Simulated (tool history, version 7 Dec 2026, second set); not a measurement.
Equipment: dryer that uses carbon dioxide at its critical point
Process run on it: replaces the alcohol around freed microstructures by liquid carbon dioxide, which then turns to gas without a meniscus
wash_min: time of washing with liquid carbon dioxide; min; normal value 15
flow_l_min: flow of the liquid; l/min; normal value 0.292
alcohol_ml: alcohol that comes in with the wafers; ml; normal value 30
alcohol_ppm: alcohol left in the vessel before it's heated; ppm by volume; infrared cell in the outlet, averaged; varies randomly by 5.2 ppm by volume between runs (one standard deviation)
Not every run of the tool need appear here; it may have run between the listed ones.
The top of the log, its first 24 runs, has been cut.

run 25 hour=325.6 | wash_min=15 flow_l_min=0.354 alcohol_ml=38 | alcohol_ppm=83
run 26 hour=344.1 | wash_min=15 flow_l_min=0.354 alcohol_ml=38 | alcohol_ppm=81
run 27 hour=362.4 | wash_min=13 flow_l_min=0.418 alcohol_ml=21 | alcohol_ppm=48
run 28 hour=376 | wash_min=15 flow_l_min=0.368 alcohol_ml=30 | alcohol_ppm=58
run 29 hour=390.9 | wash_min=24 flow_l_min=0.268 alcohol_ml=30 | alcohol_ppm=34
run 30 hour=405.8 | wash_min=24 flow_l_min=0.268 alcohol_ml=30 | alcohol_ppm=37
run 31 hour=415.5 | wash_min=22 flow_l_min=0.19 alcohol_ml=30 | alcohol_ppm=206
run 32 hour=432.1 | wash_min=15 flow_l_min=0.45 alcohol_ml=22 | alcohol_ppm=35
run 33 hour=447.5 | wash_min=15 flow_l_min=0.381 alcohol_ml=72 | alcohol_ppm=95
run 34 hour=455.9 | wash_min=19 flow_l_min=0.443 alcohol_ml=60 | alcohol_ppm=41
run 35 hour=469.4 | wash_min=16 flow_l_min=0.221 alcohol_ml=30 | alcohol_ppm=466
run 36 hour=486.3 | wash_min=16 flow_l_min=0.221 alcohol_ml=30 | alcohol_ppm=468
run 37 hour=494.4 | wash_min=19 flow_l_min=0.292 alcohol_ml=20 | alcohol_ppm=51
run 38 hour=504.4 | wash_min=15 flow_l_min=0.346 alcohol_ml=25 | alcohol_ppm=80
run 39 hour=519.1 | wash_min=10 flow_l_min=0.21 alcohol_ml=44 | alcohol_ppm=4885
run 40 hour=527.6 | wash_min=10 flow_l_min=0.21 alcohol_ml=44 | alcohol_ppm=4866
run 41 hour=542.2 | wash_min=10 flow_l_min=0.21 alcohol_ml=44 | alcohol_ppm=4950

4 ways to go on from here, each from the tool as it stands after run 41. What would each give?
run A hour=554.7 | wash_min=16 flow_l_min=0.247 alcohol_ml=73 | alcohol_ppm=?
run B hour=554.7 | wash_min=19 flow_l_min=0.326 alcohol_ml=30 | alcohol_ppm=?
run C hour=554.7 | wash_min=10 flow_l_min=0.245 alcohol_ml=29 | alcohol_ppm=?
run D hour=554.7 | wash_min=10 flow_l_min=0.195 alcohol_ml=59 | alcohol_ppm=?

run=A alcohol_ppm=635
run=B alcohol_ppm=51
run=C alcohol_ppm=1936
run=D alcohol_ppm=8018
With the hidden condition removed and each run's random variation left untouched, the same runs would have given:
run=A alcohol_ppm=433
run=B alcohol_ppm=13
run=C alcohol_ppm=1543
run=D alcohol_ppm=6755
